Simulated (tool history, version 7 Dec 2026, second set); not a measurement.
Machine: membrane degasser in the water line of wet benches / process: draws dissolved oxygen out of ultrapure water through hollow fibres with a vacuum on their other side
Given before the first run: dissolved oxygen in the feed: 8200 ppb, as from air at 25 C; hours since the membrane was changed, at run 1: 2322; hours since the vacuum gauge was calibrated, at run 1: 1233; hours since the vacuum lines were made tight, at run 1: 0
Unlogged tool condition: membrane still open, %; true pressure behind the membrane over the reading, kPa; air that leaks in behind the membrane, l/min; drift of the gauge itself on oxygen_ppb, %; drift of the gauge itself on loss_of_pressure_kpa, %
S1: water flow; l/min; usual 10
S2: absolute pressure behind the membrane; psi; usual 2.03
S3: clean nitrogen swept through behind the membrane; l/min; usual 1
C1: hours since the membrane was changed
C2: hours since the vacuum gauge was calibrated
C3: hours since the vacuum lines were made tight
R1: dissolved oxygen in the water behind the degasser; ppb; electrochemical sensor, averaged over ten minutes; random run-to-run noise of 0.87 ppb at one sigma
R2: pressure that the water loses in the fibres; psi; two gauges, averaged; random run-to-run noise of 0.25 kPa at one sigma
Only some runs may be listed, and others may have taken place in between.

run 1 hour=0 | S1=10 S2=2.03 S3=1 | C1=2322 C2=1233 C3=0 | R1=258.5 R2=9.606
run 2 hour=190.8 | S1=10 S2=2.03 S3=1 | C1=2513 C2=1424 C3=191 | R1=260.6 R2=9.644
run 3 hour=327.2 | S1=10 S2=2.03 S3=1 | C1=2650 C2=1560 C3=327 | R1=260.3 R2=9.635
run 4 hour=500.3 | S1=10 S2=2.03 S3=1 | C1=2823 C2=1733 C3=500 | R1=260.5 R2=9.593
run 5 hour=708 | S1=10 S2=2.03 S3=1 | C1=3030 C2=1941 C3=708 | R1=260.6 R2=9.667
run 6 hour=907.9 | S1=10 S2=2.03 S3=1 | C1=3230 C2=2141 C3=908 | R1=263.4 R2=9.654
run 7 hour=1071.5 | S1=10 S2=2.03 S3=1 | C1=3394 C2=2305 C3=1072 | R1=263.3 R2=9.658
run 8 hour=1250.7 | S1=10 S2=2.03 S3=1 | C1=3573 C2=2484 C3=1251 | R1=262 R2=9.665
run 9 hour=1459.3 | S1=10 S2=2.03 S3=1 | C1=3782 C2=2692 C3=1459 | R1=263.2 R2=9.7
run 10 hour=1573.6 | S1=10 S2=2.03 S3=1 | C1=3896 C2=2807 C3=1574 | R1=262.6 R2=9.726
run 11 hour=1709.9 | S1=10 S2=2.03 S3=1 | C1=4032 C2=2943 C3=1710 | R1=263.4 R2=9.76
run 12 hour=1928.3 | S1=10 S2=2.03 S3=1 | C1=4251 C2=3161 C3=1928 | R1=263.4 R2=9.768
run 13 hour=2054.5 | S1=10 S2=2.63 S3=1 | C1=4377 C2=3288 C3=2054 | R1=358.1 R2=9.768
run 14 hour=2145.6 | S1=10 S2=2.63 S3=1 | C1=4468 C2=3379 C3=2146 | R1=357.3 R2=9.826
run 15 hour=2251.7 | S1=10 S2=2.03 S3=1 | C1=4574 C2=3485 C3=2252 | R1=266.4 R2=9.794
run 16 hour=2454.3 | S1=10 S2=2.03 S3=1 | C1=4777 C2=3687 C3=2454 | R1=264.2 R2=9.842
run 17 hour=2598.8 | S1=11 S2=1.41 S3=0.74 | C1=4921 C2=3832 C3=2599 | R1=242.6 R2=10.894
run 18 hour=2782 | S1=7 S2=1.96 S3=1 | C1=5104 C2=4015 C3=2782 | R1=178.8 R2=6.888
run 19 hour=2907.1 | S1=8 S2=2.6 S3=1 | C1=5230 C2=4140 C3=2907 | R1=285.8 R2=7.935
-- hour=2942.4 vacuum gauge calibrated
run 20 hour=3013.5 | S1=13 S2=2.22 S3=2.7 | C1=5335 C2=71 C3=3013 | R1=180.6 R2=12.92
run 21 hour=3224.5 | S1=8 S2=1.33 S3=0.84 | C1=5546 C2=282 C3=3224 | R1=141 R2=7.944
run 22 hour=3387.7 | S1=8 S2=2.03 S3=1 | C1=5710 C2=445 C3=3387 | R1=211.3 R2=7.954
run 23 hour=3506.7 | S1=15 S2=1.44 S3=2.72 | C1=5829 C2=564 C3=3506 | R1=159.9 R2=14.827
run 24 hour=3693.3 | S1=10 S2=2.03 S3=2.9 | C1=6015 C2=751 C3=3693 | R1=104.7 R2=9.964
run 25 hour=3884.8 | S1=10 S2=1.38 S3=0.61 | C1=6207 C2=942 C3=3884 | R1=248.2 R2=9.937
run 26 hour=3991.9 | S1=9 S2=1.29 S3=1 | C1=6314 C2=1050 C3=3991 | R1=132.4 R2=8.975
run 27 hour=4119.9 | S1=9 S2=1.29 S3=1 | C1=6442 C2=1177 C3=4119 | R1=132.7 R2=8.962
run 28 hour=4320.2 | S1=9 S2=1.29 S3=1 | C1=6642 C2=1378 C3=4320 | R1=133.3 R2=8.937
run 29 hour=4493 | S1=13 S2=1.29 S3=1.35 | C1=6815 C2=1551 C3=4492 | R1=173.9 R2=12.981
-- hour=4558.3 seals of the vacuum lines changed
run 30 hour=4681.5 | S1=13 S2=1.36 S3=1.95 | C1=7001 C2=1737 C3=123 | R1=142.6 R2=13.004
run 31 hour=4851.3 | S1=13 S2=1.36 S3=1.95 | C1=7171 C2=1907 C3=293 | R1=143.8 R2=13.082
run 32 hour=5055.2 | S1=10 S2=1.51 S3=0.42 | C1=7375 C2=2111 C3=497 | R1=382.2 R2=9.996

Forecast each of these 3 alternatives for the next run:
run A hour=5239.8 | S1=11 S2=5.05 S3=1.24 | C1=7560 C2=2295 C3=682 | R1=? R2=?
run B hour=5239.8 | S1=13 S2=2.06 S3=1 | C1=7560 C2=2295 C3=682 | R1=? R2=?
run C hour=5239.8 | S1=8 S2=1.41 S3=0.89 | C1=7560 C2=2295 C3=682 | R1=? R2=?

run=A R1=651.9 R2=11.095
run=B R1=366.4 R2=13.104
run=C R1=146.1 R2=8.023
With no hidden state in the tool, these same runs would have given:
run=A R1=638.8 R2=10.353
run=B R1=347.1 R2=12.231
run=C R1=139.5 R2=7.488
